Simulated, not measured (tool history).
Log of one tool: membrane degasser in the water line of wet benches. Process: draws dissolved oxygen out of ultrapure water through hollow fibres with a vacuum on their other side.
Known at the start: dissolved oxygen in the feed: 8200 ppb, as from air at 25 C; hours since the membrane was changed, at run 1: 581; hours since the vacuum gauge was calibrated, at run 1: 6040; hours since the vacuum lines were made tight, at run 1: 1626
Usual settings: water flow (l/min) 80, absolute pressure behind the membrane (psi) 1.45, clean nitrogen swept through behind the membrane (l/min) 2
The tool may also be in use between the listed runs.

run,hour,water flow (l/min),absolute pressure behind the membrane (psi),clean nitrogen swept through behind the membrane (l/min),hours since the membrane was changed,hours since the vacuum gauge was calibrated,hours since the vacuum lines were made tight,dissolved oxygen in the water behind the degasser (ppb),pressure that the water loses in the fibres (psi)
1,0,80,1.45,2,581,6040,1626,771,3.861
2,44.1,80,1.45,2,625,6084,1670,768.4,3.874
3,71.6,61,1.45,2,652,6112,1697,582.9,2.963
4,120.2,61,1.45,2.1,701,6160,1746,558.9,2.946
5,154.7,61,1.45,2.1,736,6195,1780,557,2.936
6,184.7,113,1.45,2,766,6225,1810,1076.1,5.472
7,217.3,113,1.45,2,798,6258,1843,1076.2,5.478
8,257.8,80,1.45,0.86,839,6298,1884,1160.6,3.855
9,286.9,80,1.45,2,868,6327,1913,765.2,3.89
10,333,80,2.28,2,914,6373,1959,1146.3,3.887
11,391.2,80,1.45,2,972,6431,2017,777.2,3.854
12,423.4,65,1.45,2,1004,6464,2049,617.4,3.166
13,474,80,1.45,2,1055,6514,2100,769,3.933
14,499.2,80,1.45,5.64,1080,6539,2125,464,3.89
15,556.1,80,1.45,5.64,1137,6596,2182,460.6,3.922
16,612.3,80,1.45,2,1193,6652,2238,767.4,3.848
17,653.6,50,0.96,2,1235,6694,2279,291.7,2.45
18,689.2,124,1.22,1.69,1270,6729,2315,1099,5.99
19,717.8,59,1.31,2,1299,6758,2344,511.6,2.853

The next listed run, before its measurement:
20,776.5,58,2.23,0.89,1357,6817,2402,?,?

{"run 20": {"dissolved oxygen in the water behind the degasser (ppb)": 1392.6, "pressure that the water loses in the fibres (psi)": 2.809}}
Without the tool's hidden state the same run would have given dissolved oxygen in the water behind the degasser (ppb) 1347.6, pressure that the water loses in the fibres (psi) 2.786.
